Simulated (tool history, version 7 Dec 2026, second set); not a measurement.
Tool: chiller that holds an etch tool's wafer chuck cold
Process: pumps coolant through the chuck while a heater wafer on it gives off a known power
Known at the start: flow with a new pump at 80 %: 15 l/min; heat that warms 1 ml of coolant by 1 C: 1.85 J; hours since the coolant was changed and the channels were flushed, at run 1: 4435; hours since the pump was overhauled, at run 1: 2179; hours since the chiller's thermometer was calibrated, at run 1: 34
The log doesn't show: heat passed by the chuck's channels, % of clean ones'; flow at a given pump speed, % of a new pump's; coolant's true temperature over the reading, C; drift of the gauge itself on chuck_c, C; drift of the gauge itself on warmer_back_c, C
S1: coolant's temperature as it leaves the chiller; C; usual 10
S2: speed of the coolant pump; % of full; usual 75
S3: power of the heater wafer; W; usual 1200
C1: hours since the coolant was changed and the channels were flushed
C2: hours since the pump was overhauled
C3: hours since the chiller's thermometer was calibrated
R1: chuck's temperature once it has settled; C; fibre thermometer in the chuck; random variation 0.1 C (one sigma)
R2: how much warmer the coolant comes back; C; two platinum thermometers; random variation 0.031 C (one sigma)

run     day  S1  S2    S3    C1    C2   C3    R1    R2
  1       0  10  75  1200  4435  2179   34  20.1  2.78
  2   3.408   3  75  1200  4517  2261  116  13.2  2.81
  3   6.067   3  75  1200  4581  2325  179  13.1  2.78
  4   7.596  19  75  1200  4618  2361  216  29.2  2.79
  5   9.825  19  75  1200  4671  2415  270  29.5   2.8
  6  12.671  19  75  1200  4739  2483  338  29.1  2.81
  7  15.579  10  75  1200  4809  2553  408  20.1  2.79
  8  17.621  10  75  1200  4858  2602  457  20.2  2.82
  9  20.579  10  75  1200  4929  2673  528  20.2  2.78
 10  22.188  10  75  1200  4968  2711  566  20.2  2.76
 11  24.875  10  75  1200  5032  2776  631  20.1   2.8
 12  27.758  10  75  1200  5101  2845  700  20.2  2.81
 13  29.888  10  75  1200  5153  2896  751  20.2   2.8
 14  32.058  10  75  1200  5205  2948  803  20.1  2.76
 15  35.308  16  75  1200  5283  3026  881  26.1  2.75

Run 16 comes next. What will it give?
 16  38.379  16  75  1200  5356  3100  955   ?   ?

Run 16 gave R1 26.3 C, R2 2.78 C.
Without the tool's hidden state the same run would have given R1 26.3 C, R2 2.77 C.
